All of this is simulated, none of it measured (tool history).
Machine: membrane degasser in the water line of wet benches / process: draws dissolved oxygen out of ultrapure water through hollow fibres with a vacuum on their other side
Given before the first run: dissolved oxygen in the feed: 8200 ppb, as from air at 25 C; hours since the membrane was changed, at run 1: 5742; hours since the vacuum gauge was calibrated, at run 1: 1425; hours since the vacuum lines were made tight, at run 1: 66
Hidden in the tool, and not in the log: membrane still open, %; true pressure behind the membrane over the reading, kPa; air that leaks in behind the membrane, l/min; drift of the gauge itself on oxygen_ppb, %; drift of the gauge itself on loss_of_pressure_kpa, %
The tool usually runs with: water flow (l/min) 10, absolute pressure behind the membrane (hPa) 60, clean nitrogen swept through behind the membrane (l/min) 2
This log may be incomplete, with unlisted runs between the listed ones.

run,hour,water flow (l/min),absolute pressure behind the membrane (hPa),clean nitrogen swept through behind the membrane (l/min),hours since the membrane was changed,hours since the vacuum gauge was calibrated,hours since the vacuum lines were made tight,dissolved oxygen in the water behind the degasser (ppb),pressure that the water loses in the fibres (hPa)
1,0,10,60,2,5742,1425,66,42.2,293.9
2,114.9,10,60,2,5857,1540,181,42.5,293.6
3,260,10,60,2,6002,1685,326,42,292.7
4,435.3,10,60,2,6177,1860,501,42.9,290.8
5,523.1,10,60,2,6265,1948,589,42.9,292.5
6,597.1,10,60,2,6339,2022,663,43.1,295.6
# hour 613: vacuum gauge calibrated
7,732.9,7,60,2,6474,120,798,26.2,203.5
8,878.3,10,51.6,4.53,6620,265,944,19.3,295.6
9,1005.5,11,55.6,0.93,6747,393,1071,85,324.2
10,1174.5,9,55.6,1.32,6916,561,1240,47.1,268
11,1331.9,8,131.7,1.78,7073,719,1397,116.2,235
# hour 1353.4: vacuum gauge calibrated, once more
12,1436,12,97.7,1.49,7177,83,1501,146.5,357.8
13,1546.7,10,83.9,3.39,7288,193,1612,44.7,297.3
14,1637.7,10,83.9,3.39,7379,284,1703,45.1,297.9

Predict each of these 3 candidate next runs independently; none follows another, all start after run 14:
A,1767.9,10,61.5,2.1,7509,414,1833,?,?
B,1767.9,7,60,1.55,7509,414,1833,?,?
C,1767.9,10,60,5.05,7509,414,1833,?,?

run,dissolved oxygen in the water behind the degasser (ppb),pressure that the water loses in the fibres (hPa)
A,42.7,294.9
B,32.4,207.1
C,21.5,297
Had the tool no hidden state, the same runs would have come out as:
run,dissolved oxygen in the water behind the degasser (ppb),pressure that the water loses in the fibres (hPa)
A,39.8,280
B,31.4,196.6
C,19,281.9

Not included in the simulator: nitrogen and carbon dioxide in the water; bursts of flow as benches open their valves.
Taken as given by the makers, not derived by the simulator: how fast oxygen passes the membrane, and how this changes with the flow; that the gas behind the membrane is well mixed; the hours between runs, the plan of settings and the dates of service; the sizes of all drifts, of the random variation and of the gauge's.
